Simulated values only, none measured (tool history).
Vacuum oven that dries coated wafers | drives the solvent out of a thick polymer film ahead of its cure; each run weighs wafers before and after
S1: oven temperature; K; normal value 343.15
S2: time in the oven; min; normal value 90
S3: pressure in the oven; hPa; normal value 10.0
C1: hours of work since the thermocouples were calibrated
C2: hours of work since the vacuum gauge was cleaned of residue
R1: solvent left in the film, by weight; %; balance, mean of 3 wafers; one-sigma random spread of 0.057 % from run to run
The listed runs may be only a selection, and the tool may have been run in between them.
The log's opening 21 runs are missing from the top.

run 22 hour=322.7 | S1=343.15 S2=90 S3=10.0 | C1=222 C2=336 | R1=2.76
run 23 hour=334.4 | S1=353.15 S2=90 S3=10.0 | C1=227 C2=341 | R1=0.71
run 24 hour=345.9 | S1=335.15 S2=90 S3=10.0 | C1=233 C2=347 | R1=6.00
run 25 hour=358.0 | S1=355.15 S2=45 S3=10.0 | C1=239 C2=353 | R1=2.58
run 26 hour=368.9 | S1=349.15 S2=68 S3=15.9 | C1=244 C2=358 | R1=2.54
run 27 hour=381.4 | S1=340.15 S2=90 S3=6.8 | C1=250 C2=364 | R1=3.68
run 28 hour=389.7 | S1=340.15 S2=121 S3=23.0 | C1=254 C2=368 | R1=2.82
run 29 hour=402.0 | S1=343.15 S2=118 S3=11.4 | C1=260 C2=374 | R1=1.66
run 30 hour=418.5 | S1=331.15 S2=72 S3=11.4 | C1=268 C2=382 | R1=9.15
run 31 hour=433.9 | S1=331.15 S2=72 S3=11.4 | C1=275 C2=390 | R1=9.38
-- hour=436.8 vacuum gauge cleaned of residue and calibrated
run 32 hour=454.8 | S1=331.15 S2=72 S3=11.4 | C1=285 C2=9 | R1=9.35
run 33 hour=472.6 | S1=342.15 S2=147 S3=10.0 | C1=294 C2=17 | R1=1.33
run 34 hour=484.5 | S1=353.15 S2=90 S3=20.9 | C1=299 C2=23 | R1=0.95
run 35 hour=500.8 | S1=353.15 S2=70 S3=7.5 | C1=307 C2=31 | R1=1.26
run 36 hour=520.8 | S1=352.15 S2=70 S3=7.5 | C1=317 C2=41 | R1=1.51
-- hour=530.9 vacuum gauge cleaned of residue and calibrated, once more
run 37 hour=539.8 | S1=345.15 S2=90 S3=10.0 | C1=325 C2=4 | R1=2.20
run 38 hour=552.8 | S1=345.15 S2=90 S3=10.0 | C1=332 C2=11 | R1=2.28
run 39 hour=566.6 | S1=345.15 S2=90 S3=10.0 | C1=338 C2=17 | R1=2.17
run 40 hour=579.9 | S1=332.15 S2=90 S3=10.0 | C1=345 C2=24 | R1=7.59
run 41 hour=599.3 | S1=351.15 S2=116 S3=26.6 | C1=354 C2=33 | R1=0.97

Predict the results of run 42:
run 42 hour=608.8 | S1=343.15 S2=90 S3=35.4 | C1=359 C2=38 | R1=?

R1: 3.66 %
Were there no unlogged condition in the tool, this run, its random variation unchanged, would have produced R1 3.58 %.
